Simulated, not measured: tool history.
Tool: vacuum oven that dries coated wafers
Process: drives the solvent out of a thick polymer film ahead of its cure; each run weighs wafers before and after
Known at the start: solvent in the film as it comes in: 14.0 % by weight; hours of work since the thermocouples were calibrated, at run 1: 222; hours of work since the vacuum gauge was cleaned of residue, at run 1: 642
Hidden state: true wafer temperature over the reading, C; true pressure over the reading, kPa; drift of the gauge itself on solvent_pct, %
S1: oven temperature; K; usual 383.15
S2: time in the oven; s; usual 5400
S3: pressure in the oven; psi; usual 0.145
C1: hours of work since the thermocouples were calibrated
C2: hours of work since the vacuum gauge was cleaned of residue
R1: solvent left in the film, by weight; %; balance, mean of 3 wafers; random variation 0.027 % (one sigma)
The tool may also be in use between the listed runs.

| run | hour | S1 | S2 | S3 | C1 | C2 | R1 |
|---|---|---|---|---|---|---|---|
| 1 | 0.0 | 383.15 | 5400 | 0.145 | 222 | 642 | 2.50 |
| 2 | 8.1 | 383.15 | 5400 | 0.145 | 228 | 648 | 2.49 |
| 3 | 16.7 | 383.15 | 5400 | 0.251 | 235 | 655 | 3.76 |
| 4 | 23.1 | 383.15 | 5400 | 0.145 | 240 | 660 | 2.46 |
| 5 | 33.3 | 383.15 | 5400 | 0.145 | 247 | 667 | 2.53 |
| 6 | 42.8 | 383.15 | 5400 | 0.145 | 254 | 674 | 2.49 |
| 7 | 49.5 | 383.15 | 5400 | 0.145 | 259 | 679 | 2.47 |
| 8 | 62.7 | 388.15 | 5400 | 0.145 | 269 | 689 | 1.90 |
| 9 | 75.2 | 388.15 | 5400 | 0.145 | 279 | 699 | 1.94 |
| 10 | 88.0 | 388.15 | 5400 | 0.145 | 288 | 708 | 1.87 |
| 11 | 99.5 | 388.15 | 5400 | 0.145 | 297 | 717 | 1.94 |
| 12 | 108.6 | 388.15 | 5400 | 0.145 | 304 | 724 | 1.89 |
| 13 | 117.1 | 383.15 | 6780 | 0.145 | 310 | 730 | 2.30 |
| 14 | 129.2 | 383.15 | 6780 | 0.145 | 319 | 739 | 2.30 |
| 15 | 138.8 | 383.15 | 6780 | 0.145 | 326 | 746 | 2.27 |
| 16 | 148.3 | 383.15 | 6780 | 0.145 | 333 | 754 | 2.29 |
| 17 | 154.5 | 383.15 | 6780 | 0.145 | 338 | 758 | 2.31 |
| 18 | 161.2 | 383.15 | 2880 | 0.145 | 343 | 763 | 3.82 |
| 19 | 170.0 | 383.15 | 2880 | 0.145 | 350 | 770 | 3.80 |
| 20 | 178.4 | 383.15 | 5760 | 0.145 | 356 | 776 | 2.44 |
| 21 | 185.5 | 383.15 | 5760 | 0.145 | 361 | 781 | 2.48 |
| 22 | 195.3 | 383.15 | 5760 | 0.145 | 369 | 789 | 2.45 |
| 23 | 203.5 | 383.15 | 5760 | 0.145 | 375 | 795 | 2.45 |
| 24 | 214.1 | 383.15 | 5400 | 0.145 | 383 | 803 | 2.48 |
| 25 | 226.4 | 387.15 | 9180 | 0.135 | 392 | 812 | 1.82 |
| 26 | 234.0 | 387.15 | 9180 | 0.135 | 398 | 818 | 1.85 |
| 27 | 246.0 | 393.15 | 5400 | 0.558 | 407 | 827 | 5.23 |
| 28 | 254.6 | 393.15 | 5400 | 0.558 | 413 | 833 | 5.24 |
| 29 | 260.3 | 393.15 | 5400 | 0.558 | 417 | 837 | 5.27 |
| 30 | 271.6 | 388.15 | 2820 | 0.550 | 426 | 846 | 6.70 |
| 31 | 278.4 | 388.15 | 5700 | 0.550 | 431 | 851 | 6.07 |
| 32 | 287.1 | 395.15 | 5880 | 0.216 | 437 | 858 | 2.09 |
| 33 | 299.9 | 383.15 | 3000 | 0.252 | 447 | 867 | 4.87 |
| 34 | 305.5 | 383.15 | 5400 | 0.432 | 451 | 871 | 5.95 |
| 35 | 314.3 | 372.15 | 2760 | 0.345 | 458 | 878 | 9.36 |
| 36 | 322.6 | 372.15 | 8640 | 0.532 | 464 | 884 | 10.47 |
| 37 | 331.1 | 372.15 | 3120 | 0.174 | 470 | 890 | 6.91 |
| 38 | 342.9 | 383.15 | 7020 | 0.088 | 479 | 899 | 1.62 |
| 39 | 351.8 | 383.15 | 5400 | 0.254 | 486 | 906 | 3.86 |
| 40 | 363.7 | 383.15 | 3600 | 0.157 | 495 | 915 | 3.36 |
| 41 | 374.7 | 383.15 | 3600 | 0.157 | 503 | 923 | 3.38 |
| 42 | 382.5 | 383.15 | 3600 | 0.157 | 509 | 929 | 3.35 |
| 43 | 392.4 | 381.15 | 5040 | 0.080 | 516 | 936 | 2.10 |
| 44 | 405.5 | 389.15 | 7500 | 0.155 | 526 | 946 | 1.93 |
| 45 | 411.9 | 389.15 | 7500 | 0.155 | 531 | 951 | 1.90 |
| 46 | 418.4 | 389.15 | 7500 | 0.081 | 536 | 956 | 1.23 |
| 47 | 429.3 | 391.15 | 3360 | 0.271 | 544 | 964 | 3.22 |

Some steps in R1 between neighbouring runs. How much of each would the tool show without its hidden state too (settings, what came in, random variation), and how much is left for the hidden state, with any gauge scatter that isn't in both results?
Run 26 -> 27: S1 387.15 -> 393.15, S2 9180 -> 5400, S3 0.135 -> 0.558. R1 +3.38 %: hidden state -0.14, all else +3.52.
Run 31 -> 32: S1 388.15 -> 395.15, S2 5700 -> 5880, S3 0.550 -> 0.216. R1 -3.98 %: hidden state +0.05, all else -4.03.
Run 36 -> 37: S2 8640 -> 3120, S3 0.532 -> 0.174. R1 -3.56 %: hidden state -0.08, all else -3.48.
Run 37 -> 38: S1 372.15 -> 383.15, S2 3120 -> 7020, S3 0.174 -> 0.088. R1 -5.29 %: hidden state +0.16, all else -5.45.
Run 46 -> 47: S1 389.15 -> 391.15, S2 7500 -> 3360, S3 0.081 -> 0.271. R1 +1.99 %: hidden state -0.14, all else +2.13.

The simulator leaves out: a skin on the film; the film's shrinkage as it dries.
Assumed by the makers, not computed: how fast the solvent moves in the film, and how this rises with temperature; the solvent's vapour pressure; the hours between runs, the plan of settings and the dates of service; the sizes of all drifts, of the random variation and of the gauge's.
